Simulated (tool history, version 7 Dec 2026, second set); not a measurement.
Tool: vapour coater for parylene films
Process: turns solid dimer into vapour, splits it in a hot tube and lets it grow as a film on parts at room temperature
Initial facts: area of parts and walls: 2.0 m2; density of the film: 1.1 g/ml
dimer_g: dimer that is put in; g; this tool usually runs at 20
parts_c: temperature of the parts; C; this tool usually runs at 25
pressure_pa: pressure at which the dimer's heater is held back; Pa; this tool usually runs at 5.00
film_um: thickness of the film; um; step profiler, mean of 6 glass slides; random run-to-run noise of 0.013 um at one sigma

| run | day | dimer_g | parts_c | pressure_pa | film_um |
|---|---|---|---|---|---|
| 1 | 0.000 | 20 | 25 | 5.00 | 6.53 |
| 2 | 1.025 | 20 | 25 | 5.00 | 6.53 |
| 3 | 1.921 | 20 | 25 | 5.00 | 6.54 |
| 4 | 2.692 | 29 | 25 | 5.00 | 9.48 |
| 5 | 3.888 | 29 | 25 | 5.00 | 9.45 |
| 6 | 4.679 | 20 | 25 | 7.43 | 6.36 |
| 7 | 5.725 | 20 | 25 | 7.43 | 6.34 |
| 8 | 6.850 | 20 | 25 | 5.00 | 6.51 |
| 9 | 8.004 | 20 | 25 | 5.00 | 6.49 |
| 10 | 9.217 | 20 | 25 | 5.00 | 6.51 |
| 11 | 10.042 | 17 | 25 | 5.00 | 5.52 |
| 12 | 11.008 | 17 | 25 | 5.00 | 5.50 |
| 13 | 11.817 | 17 | 25 | 5.00 | 5.50 |
| 14 | 13.112 | 17 | 25 | 5.00 | 5.50 |
| 15 | 14.221 | 17 | 25 | 5.00 | 5.50 |
|  | 15.146 | trap's valve overhauled |
| 16 | 15.408 | 17 | 25 | 5.00 | 5.84 |
| 17 | 15.946 | 17 | 25 | 5.00 | 5.82 |
| 18 | 17.129 | 17 | 25 | 5.00 | 5.80 |
| 19 | 18.317 | 17 | 25 | 5.00 | 5.80 |
| 20 | 19.329 | 17 | 25 | 5.00 | 5.79 |
| 21 | 20.242 | 17 | 25 | 5.00 | 5.79 |
| 22 | 21.450 | 24 | 25 | 5.00 | 8.16 |
| 23 | 22.000 | 24 | 25 | 5.00 | 8.17 |
| 24 | 22.833 | 24 | 25 | 5.00 | 8.13 |
| 25 | 23.604 | 24 | 25 | 5.00 | 8.14 |
| 26 | 24.296 | 24 | 25 | 5.00 | 8.16 |
| 27 | 25.542 | 9 | 25 | 5.00 | 3.05 |
| 28 | 26.100 | 20 | 25 | 6.74 | 6.66 |
| 29 | 27.004 | 21 | 31 | 5.00 | 5.99 |
| 30 | 27.600 | 33 | 25 | 3.29 | 11.40 |
| 31 | 28.192 | 33 | 25 | 3.29 | 11.48 |
| 32 | 29.500 | 34 | 35 | 4.26 | 8.73 |
| 33 | 30.546 | 25 | 35 | 4.26 | 6.42 |
| 34 | 31.392 | 25 | 35 | 4.26 | 6.41 |
| 35 | 32.350 | 25 | 35 | 4.26 | 6.41 |
| 36 | 33.183 | 25 | 35 | 4.26 | 6.39 |
| 37 | 34.200 | 15 | 28 | 5.00 | 4.63 |
| 38 | 35.454 | 18 | 29 | 5.00 | 5.38 |
| 39 | 36.704 | 11 | 25 | 4.42 | 3.72 |
| 40 | 37.600 | 12 | 28 | 4.42 | 3.72 |
| 41 | 38.729 | 33 | 24 | 2.61 | 11.85 |
| 42 | 40.000 | 20 | 25 | 8.02 | 6.49 |
| 43 | 41.075 | 14 | 34 | 5.00 | 3.63 |
| 44 | 42.183 | 9 | 21 | 2.39 | 3.51 |
| 45 | 43.225 | 9 | 24 | 10.93 | 2.94 |
| 46 | 44.075 | 13 | 31 | 3.52 | 3.74 |
| 47 | 45.250 | 12 | 22 | 5.06 | 4.35 |

Alternative continuations, all from the tool just after run 47; predict every row:
| A | 45.971 | 10 | 18 | 7.79 | ? |
| B | 45.971 | 20 | 33 | 5.00 | ? |
| C | 45.971 | 12 | 25 | 4.30 | ? |
| D | 45.971 | 18 | 25 | 2.75 | ? |

| run | film_um |
|---|---|
| A | 3.95 |
| B | 5.28 |
| C | 4.02 |
| D | 6.21 |
Stripped of hidden state, with their random variation kept, the same runs would have yielded:
| run | film_um |
|---|---|
| A | 4.04 |
| B | 5.40 |
| C | 4.11 |
| D | 6.35 |
